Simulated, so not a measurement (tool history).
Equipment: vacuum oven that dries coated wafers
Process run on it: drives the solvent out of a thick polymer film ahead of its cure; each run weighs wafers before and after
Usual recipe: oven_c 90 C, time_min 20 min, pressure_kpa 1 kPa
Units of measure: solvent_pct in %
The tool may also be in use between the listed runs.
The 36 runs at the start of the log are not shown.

run,hour,oven_c,time_min,pressure_kpa,solvent_pct
37,901.4,77,22,1.54,7.19
38,916.7,101,22,1.29,0.42
39,944.3,101,16,2.7,1.06
40,971,101,21,1.24,0.42
41,985.7,101,21,1.24,0.44
42,1006.5,98,30,2.13,0.63
43,1025.9,98,30,2.13,0.68
44,1045.9,76,10,3.61,12.56
45,1077.2,76,17,1.79,9.22
46,1098.8,92,23,1,1.28
47,1119.2,75,28,2.29,6.91

Consider 3 possible next runs. They are alternatives, not a sequence: every one starts from the tool as it was left by run 47. What does each give?
A,1141.5,89,20,1.22,?
B,1141.5,95,30,1.75,?
C,1141.5,103,20,1,?

run,solvent_pct
A,2.62
B,0.69
C,0.31
With no hidden state in the tool, these same runs would have given:
run,solvent_pct
A,3.01
B,0.76
C,0.35
